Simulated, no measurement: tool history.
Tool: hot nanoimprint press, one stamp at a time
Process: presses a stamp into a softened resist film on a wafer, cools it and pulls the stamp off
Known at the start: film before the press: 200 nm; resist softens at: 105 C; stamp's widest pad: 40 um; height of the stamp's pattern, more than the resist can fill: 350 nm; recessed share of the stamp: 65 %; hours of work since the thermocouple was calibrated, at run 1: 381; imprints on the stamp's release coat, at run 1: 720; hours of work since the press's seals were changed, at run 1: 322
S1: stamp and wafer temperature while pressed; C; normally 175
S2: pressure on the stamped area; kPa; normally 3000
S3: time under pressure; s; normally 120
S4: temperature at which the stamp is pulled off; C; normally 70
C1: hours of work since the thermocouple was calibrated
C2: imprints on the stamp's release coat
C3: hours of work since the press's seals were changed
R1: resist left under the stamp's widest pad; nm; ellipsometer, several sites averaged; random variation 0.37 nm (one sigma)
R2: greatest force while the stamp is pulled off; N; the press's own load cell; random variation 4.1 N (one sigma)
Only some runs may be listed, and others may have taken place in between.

run,hour,S1,S2,S3,S4,C1,C2,C3,R1,R2
1,0,175,3000,120,70,381,720,322,96.9,207
2,6.3,175,2790,120,70,385,751,327,99.7,200
# hour 21.2: stamp cleaned and given a new release coat
3,23.1,175,3000,120,65,392,9,334,97,225
4,35.8,175,2000,120,65,401,71,342,112.9,223
5,44.5,175,3000,160,70,406,113,348,86.5,194
6,52.1,186,3000,160,70,411,150,353,53.1,207
7,62.2,186,3000,160,70,418,199,359,53.4,193
# hour 71.9: plate thermocouple calibrated
8,72.7,175,3000,120,70,1,236,364,97.3,199
9,82.2,175,3000,120,70,7,282,370,97,203
10,94.9,175,3000,120,70,15,344,379,97.5,200
11,104.1,175,3000,120,70,21,389,385,97.4,200
12,116.3,175,2640,120,70,29,448,393,101.8,200
13,124.5,178,4680,155,59,35,488,398,63,252
14,136.9,178,4680,155,59,43,549,406,63.3,255

Estimate the outcome of run 15 from the log above:
15,148.3,173,2900,155,59,50,604,414,?,?

Run 15 came out at R1 97.2 nm, R2 245 N.
The same run, on a tool lacking any hidden state, would have yielded R1 97.2 nm, R2 244 N.
